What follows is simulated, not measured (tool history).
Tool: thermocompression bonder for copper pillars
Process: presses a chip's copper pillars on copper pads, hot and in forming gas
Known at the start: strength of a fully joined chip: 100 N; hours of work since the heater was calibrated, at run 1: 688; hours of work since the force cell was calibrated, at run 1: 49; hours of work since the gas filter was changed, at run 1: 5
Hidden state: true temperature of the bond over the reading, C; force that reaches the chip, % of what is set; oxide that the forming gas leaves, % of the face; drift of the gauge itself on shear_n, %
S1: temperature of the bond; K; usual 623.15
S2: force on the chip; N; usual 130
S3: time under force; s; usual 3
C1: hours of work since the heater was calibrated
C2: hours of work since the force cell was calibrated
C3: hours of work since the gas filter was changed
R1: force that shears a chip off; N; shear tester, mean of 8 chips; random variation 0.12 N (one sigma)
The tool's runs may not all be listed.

run   hour      S1   S2  S3   C1   C2  C3    R1
  1    0.0  623.15  130   3  688   49   5  39.5
  2    9.1  623.15  130   3  692   53   9  39.4
  3   15.3  623.15  129   3  694   55  11  38.7
  4   20.2  623.15  130   3  696   57  13  39.5
  5   31.2  623.15  130   3  701   62  18  39.2
  6   41.0  623.15  148   3  705   66  22  44.8
  7   48.3  623.15  184   3  708   69  25  54.7
  8   57.5  623.15  184   3  712   73  29  54.3
  9   65.9  623.15  130   3  715   76  32  39.4
 10   75.4  623.15  130   3  719   80  36  39.1
 11   85.7  623.15  130   3  724   85  41  39.2
 12   96.1  626.15   81   5  728   89  45  30.2
 13  107.6  623.15   88   3  733   94  50  25.6
 14  112.6  642.15   85   3  735   96  52  31.8
 15  121.0  623.15  179   3  738   99  55  53.4
 16  130.5  614.15  179   6  742  103  59  60.5
 17  138.1  614.15  179   6  745  106  62  60.3
 18  149.2  614.15  179   6  750  111  67  60.8

5 ways to go on from here, each from the tool as it stands after run 18. What would each give?
  A  154.5  614.15  179   2  752  113  69   ?
  B  154.5  639.15  104   3  752  113  69   ?
  C  154.5  593.15  146   6  752  113  69   ?
  D  154.5  614.15   90   6  752  113  69   ?
  E  154.5  611.15   95   3  752  113  69   ?

run    R1
  A  41.7
  B  37.8
  C  39.4
  D  31.3
  E  23.7
Without the tool's hidden state the same runs would have given:
run    R1
  A  41.8
  B  37.9
  C  39.4
  D  31.3
  E  23.7

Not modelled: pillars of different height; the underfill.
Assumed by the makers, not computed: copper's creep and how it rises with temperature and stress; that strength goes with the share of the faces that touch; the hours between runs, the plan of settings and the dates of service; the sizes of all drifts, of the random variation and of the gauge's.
